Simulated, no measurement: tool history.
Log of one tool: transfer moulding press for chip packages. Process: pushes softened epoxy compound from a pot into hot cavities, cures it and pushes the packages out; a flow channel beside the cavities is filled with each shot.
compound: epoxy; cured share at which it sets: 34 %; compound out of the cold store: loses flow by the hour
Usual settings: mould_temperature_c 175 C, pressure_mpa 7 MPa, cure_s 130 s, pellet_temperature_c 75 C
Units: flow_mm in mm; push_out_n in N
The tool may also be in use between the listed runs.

| run | hour | mould_temperature_c | pressure_mpa | cure_s | pellet_temperature_c | incoming compound's hours out of the cold store | flow_mm | push_out_n |
|---|---|---|---|---|---|---|---|---|
| 1 | 0 | 175 | 7 | 130 | 75 | 33.2 | 914 | 253 |
|  | 50.3 | cavities cleaned with cleaning compound and waxed |
| 2 | 82.8 | 175 | 7 | 130 | 75 | 12.8 | 983 | 265 |
|  | 152.5 | cavities cleaned with cleaning compound and waxed |
| 3 | 158.4 | 168 | 7 | 130 | 75 | 15.8 | 1011 | 446 |
| 4 | 229.1 | 168 | 7 | 151 | 75 | 38.2 | 925 | 299 |
|  | 249.7 | plunger's sealing rings changed |
|  | 255.1 | cavities cleaned with cleaning compound and waxed |
| 5 | 306.4 | 168 | 7 | 154 | 75 | 45.2 | 900 | 286 |
|  | 353.9 | cavities cleaned with cleaning compound and waxed |
| 6 | 382.8 | 168 | 7 | 154 | 75 | 32 | 954 | 290 |
|  | 419.9 | mould's thermocouples calibrated |
| 7 | 449.6 | 168 | 7 | 154 | 75 | 9.2 | 1034 | 305 |
|  | 457.1 | cavities cleaned with cleaning compound and waxed |
| 8 | 537 | 175 | 7 | 130 | 75 | 33.2 | 917 | 253 |
|  | 559.2 | cavities cleaned with cleaning compound and waxed |
|  | 629.9 | plunger's sealing rings changed |
| 9 | 635.6 | 175 | 7 | 130 | 75 | 22 | 946 | 269 |
|  | 663.7 | cavities cleaned with cleaning compound and waxed |
| 10 | 726.5 | 175 | 7 | 130 | 75 | 45.6 | 873 | 247 |
|  | 768.4 | cavities cleaned with cleaning compound and waxed |
| 11 | 778.7 | 175 | 7 | 130 | 75 | 24.8 | 944 | 249 |
| 12 | 840.8 | 175 | 7 | 130 | 75 | 22.6 | 960 | 266 |
|  | 870.5 | cavities cleaned with cleaning compound and waxed |
| 13 | 921.6 | 175 | 7 | 130 | 75 | 16.5 | 972 | 255 |
| 14 | 961.2 | 176 | 7 | 148 | 75 | 44.9 | 868 | 209 |
|  | 970.7 | cavities cleaned with cleaning compound and waxed |
|  | 1010.9 | plunger's sealing rings changed |
| 15 | 1043 | 177 | 5.46 | 148 | 75 | 46.3 | 758 | 209 |
|  | 1071.7 | cavities cleaned with cleaning compound and waxed |
| 16 | 1139.2 | 175 | 6.66 | 129 | 69 | 8.3 | 976 | 284 |
|  | 1175.7 | cavities cleaned with cleaning compound and waxed |
| 17 | 1233.1 | 175 | 8.44 | 130 | 75 | 27.8 | 1021 | 254 |
|  | 1276.9 | cavities cleaned with cleaning compound and waxed |
| 18 | 1299.4 | 181 | 5.64 | 142 | 66 | 35.3 | 790 | 193 |
|  | 1314.8 | mould's thermocouples calibrated |
| 19 | 1357.7 | 181 | 5.64 | 160 | 75 | 8.2 | 867 | 195 |
|  | 1377.8 | cavities cleaned with cleaning compound and waxed |
|  | 1388.2 | plunger's sealing rings changed |
| 20 | 1453.4 | 181 | 5.64 | 160 | 75 | 28 | 818 | 194 |
|  | 1486.1 | cavities cleaned with cleaning compound and waxed |
| 21 | 1500 | 175 | 5.51 | 129 | 75 | 34.2 | 803 | 252 |
|  | 1584.2 | cavities cleaned with cleaning compound and waxed |
| 22 | 1584.2 | 173 | 7.23 | 122 | 65 | 47.1 | 892 | 320 |
| 23 | 1659 | 172 | 6.26 | 159 | 65 | 25.8 | 894 | 230 |
|  | 1683.1 | cavities cleaned with cleaning compound and waxed |
| 24 | 1745 | 172 | 8.41 | 158 | 65 | 24.6 | 1044 | 225 |
|  | 1763.5 | plunger's sealing rings changed |
|  | 1786.1 | cavities cleaned with cleaning compound and waxed |
| 25 | 1809.1 | 170 | 6.22 | 142 | 72 | 15.4 | 947 | 305 |
| 26 | 1872.9 | 175 | 7.58 | 113 | 75 | 28.5 | 963 | 332 |

Forecast each of these 3 alternatives for the next run:
|  | 1886.9 | cavities cleaned with cleaning compound and waxed |
| A | 1957.3 | 174 | 7.58 | 113 | 75 | 34.3 | ? | ? |
|  | 1886.9 | cavities cleaned with cleaning compound and waxed |
| B | 1957.3 | 167 | 7.58 | 117 | 75 | 9.1 | ? | ? |
|  | 1886.9 | cavities cleaned with cleaning compound and waxed |
| C | 1957.3 | 175 | 6.05 | 154 | 75 | 30.8 | ? | ? |

| run | flow_mm | push_out_n |
|---|---|---|
| A | 951 | 363 |
| B | 1094 | 606 |
| C | 852 | 213 |
Without the tool's hidden state the same runs would have given:
| run | flow_mm | push_out_n |
|---|---|---|
| A | 952 | 361 |
| B | 1094 | 602 |
| C | 852 | 211 |

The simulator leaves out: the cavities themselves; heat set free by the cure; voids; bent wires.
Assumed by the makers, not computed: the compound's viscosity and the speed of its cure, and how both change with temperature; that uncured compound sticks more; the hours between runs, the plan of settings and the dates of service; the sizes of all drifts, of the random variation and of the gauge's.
